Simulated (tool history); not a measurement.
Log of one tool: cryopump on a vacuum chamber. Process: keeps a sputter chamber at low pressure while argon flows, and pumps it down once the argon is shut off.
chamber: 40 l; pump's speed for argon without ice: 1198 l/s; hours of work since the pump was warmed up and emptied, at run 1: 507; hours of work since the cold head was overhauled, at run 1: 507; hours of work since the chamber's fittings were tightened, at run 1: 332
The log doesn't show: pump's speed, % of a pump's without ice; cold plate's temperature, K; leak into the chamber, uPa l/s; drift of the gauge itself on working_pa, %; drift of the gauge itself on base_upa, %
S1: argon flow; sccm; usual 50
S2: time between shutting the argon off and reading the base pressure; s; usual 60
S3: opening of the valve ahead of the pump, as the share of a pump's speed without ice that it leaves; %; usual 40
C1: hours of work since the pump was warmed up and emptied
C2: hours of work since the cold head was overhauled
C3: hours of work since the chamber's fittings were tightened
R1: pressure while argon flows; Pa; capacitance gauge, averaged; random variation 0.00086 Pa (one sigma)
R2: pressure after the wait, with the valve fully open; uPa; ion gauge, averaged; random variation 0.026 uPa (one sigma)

| run | hour | S1 | S2 | S3 | C1 | C2 | C3 | R1 | R2 |
|---|---|---|---|---|---|---|---|---|---|
| 1 | 0 | 50 | 60 | 40 | 507 | 507 | 332 | 0.1926 | 1.52 |
| 2 | 11.6 | 50 | 60 | 40 | 516 | 516 | 342 | 0.1933 | 1.54 |
| 3 | 22.3 | 50 | 60 | 40 | 525 | 525 | 350 | 0.195 | 1.53 |
| 4 | 34 | 50 | 60 | 40 | 534 | 534 | 359 | 0.193 | 1.5 |
| 5 | 48.8 | 50 | 60 | 15 | 546 | 546 | 371 | 0.4939 | 1.53 |
| 6 | 62.6 | 52 | 60 | 40 | 557 | 557 | 382 | 0.2027 | 1.52 |
| 7 | 74.9 | 52 | 60 | 40 | 567 | 567 | 392 | 0.2032 | 1.6 |
| 8 | 87.5 | 52 | 60 | 40 | 577 | 577 | 402 | 0.2053 | 1.56 |
| 9 | 102.8 | 50 | 30 | 40 | 589 | 589 | 414 | 0.1946 | 2.49 |
| 10 | 117.9 | 50 | 30 | 40 | 601 | 601 | 426 | 0.198 | 2.52 |
| 11 | 129.9 | 50 | 30 | 40 | 611 | 611 | 436 | 0.1956 | 2.52 |
| 12 | 145.9 | 50 | 87 | 40 | 623 | 623 | 448 | 0.1979 | 1.36 |
| 13 | 164.7 | 50 | 87 | 40 | 638 | 638 | 463 | 0.2004 | 1.4 |
| 14 | 177.7 | 50 | 87 | 40 | 649 | 649 | 474 | 0.1984 | 1.38 |
| 15 | 194.5 | 50 | 87 | 54 | 662 | 662 | 487 | 0.1548 | 1.41 |
| 16 | 204.7 | 21 | 60 | 40 | 670 | 670 | 495 | 0.0838 | 1.69 |
| 17 | 223.7 | 24 | 83 | 17 | 685 | 685 | 510 | 0.2128 | 1.48 |
| 18 | 242.2 | 24 | 83 | 17 | 700 | 700 | 525 | 0.2091 | 1.48 |
| 19 | 253.9 | 36 | 83 | 19 | 709 | 709 | 534 | 0.2852 | 1.51 |
| 20 | 267.7 | 23 | 36 | 42 | 720 | 720 | 545 | 0.0891 | 2.42 |
| 21 | 280.4 | 29 | 37 | 42 | 730 | 730 | 556 | 0.1129 | 2.41 |
| 22 | 295.5 | 29 | 37 | 20 | 742 | 742 | 568 | 0.2203 | 2.4 |
| 23 | 304.7 | 50 | 47 | 40 | 750 | 750 | 575 | 0.2033 | 2.05 |

Forecast each of these 4 alternatives for the next run:
| A | 314.3 | 64 | 173 | 30 | 757 | 757 | 582 | ? | ? |
| B | 314.3 | 58 | 60 | 30 | 757 | 757 | 582 | ? | ? |
| C | 314.3 | 49 | 43 | 45 | 757 | 757 | 582 | ? | ? |
| D | 314.3 | 68 | 39 | 40 | 757 | 757 | 582 | ? | ? |

| run | R1 | R2 |
|---|---|---|
| A | 0.3369 | 1.22 |
| B | 0.3061 | 1.8 |
| C | 0.1814 | 2.17 |
| D | 0.2792 | 2.31 |
Without the tool's hidden state the same runs would have given:
| run | R1 | R2 |
|---|---|---|
| A | 0.3013 | 0.54 |
| B | 0.2738 | 1.13 |
| C | 0.1542 | 1.5 |
| D | 0.2414 | 1.63 |
